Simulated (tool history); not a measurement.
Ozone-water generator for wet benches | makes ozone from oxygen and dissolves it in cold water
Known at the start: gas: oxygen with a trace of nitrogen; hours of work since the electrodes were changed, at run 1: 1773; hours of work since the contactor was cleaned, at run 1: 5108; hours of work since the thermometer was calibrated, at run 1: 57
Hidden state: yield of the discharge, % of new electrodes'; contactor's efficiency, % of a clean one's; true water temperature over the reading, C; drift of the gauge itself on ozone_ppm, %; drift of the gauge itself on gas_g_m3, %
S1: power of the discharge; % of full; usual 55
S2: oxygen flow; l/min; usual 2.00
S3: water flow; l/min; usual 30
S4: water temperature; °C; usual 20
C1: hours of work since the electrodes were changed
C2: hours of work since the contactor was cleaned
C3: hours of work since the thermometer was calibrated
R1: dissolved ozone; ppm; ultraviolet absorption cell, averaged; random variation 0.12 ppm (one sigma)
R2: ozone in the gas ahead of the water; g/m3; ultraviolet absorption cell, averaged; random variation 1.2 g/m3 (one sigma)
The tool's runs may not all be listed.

run	hour	S1	S2	S3	S4	C1	C2	C3	R1	R2
1	0.0	55	2.00	30	20	1773	5108	57	9.8	211.9
2	67.3	55	2.00	30	20	1821	5155	105	10.1	212.9
3	161.7	55	1.45	30	20	1888	5222	172	9.1	256.1
4	236.3	55	1.45	30	20	1941	5275	225	9.0	253.1
5	331.3	55	1.45	30	20	2008	5343	292	9.0	253.3
6	445.6	55	1.45	30	20	2089	5424	374	9.3	254.5
7	555.6	55	1.45	30	20	2167	5502	452	9.3	255.0
8	632.0	55	1.45	30	20	2222	5556	506	9.2	255.0
9	684.4	55	1.45	30	20	2259	5593	543	9.2	255.5
10	785.3	55	1.45	30	20	2330	5665	615	9.0	255.6
11	854.0	55	2.00	25	20	2379	5714	664	11.8	212.1
12	951.4	55	2.00	25	20	2448	5783	733	11.8	212.7
13	1044.0	55	2.00	25	20	2514	5849	798	11.8	213.4
14	1152.5	55	2.00	25	20	2591	5926	875	11.8	210.3
15	1229.3	55	2.00	30	20	2646	5980	930	10.1	211.8
16	1333.4	55	2.00	30	20	2719	6054	1004	10.0	214.0
17	1419.0	60	1.55	28	22	2780	6115	1065	10.4	266.4
18	1502.8	71	2.00	32	12	2840	6174	1124	12.1	265.3
19	1591.2	55	3.56	30	20	2902	6237	1187	11.3	153.4
20	1645.4	55	3.56	27	19	2941	6276	1225	12.2	153.1
21	1729.2	55	3.56	27	19	3000	6335	1285	12.3	154.1
22	1826.1	89	2.00	38	20	3069	6404	1354	12.4	322.0
23	1936.0	61	2.07	27	20	3147	6482	1432	12.2	229.6
24	2018.2	61	2.07	27	20	3205	6540	1490	12.0	227.1
25	2123.2	90	2.91	39	14	3280	6615	1564	13.6	266.4
26	2234.5	55	1.02	25	15	3359	6694	1643	10.1	313.4
27	2292.7	55	2.65	22	19	3400	6735	1685	14.1	179.7
28	2340.1	81	1.57	30	20	3434	6769	1718	13.3	346.3
# hour 2370.3: contactor cleaned
29	2419.6	72	2.00	30	17	3488	35	1772	12.9	268.8
30	2479.0	71	2.00	30	22	3530	77	1814	12.4	267.3
31	2533.3	68	2.00	30	17	3568	116	1853	12.2	256.6
32	2585.8	55	1.22	28	23	3606	153	1890	9.3	282.0

Hidden state at the last listed run before each entry between runs and at the first one after, where it differs:
Between runs 28 and 29: contactor cleaned (hour 2370.3)
  contactor's efficiency, % of a clean one's: 99.9 -> 100
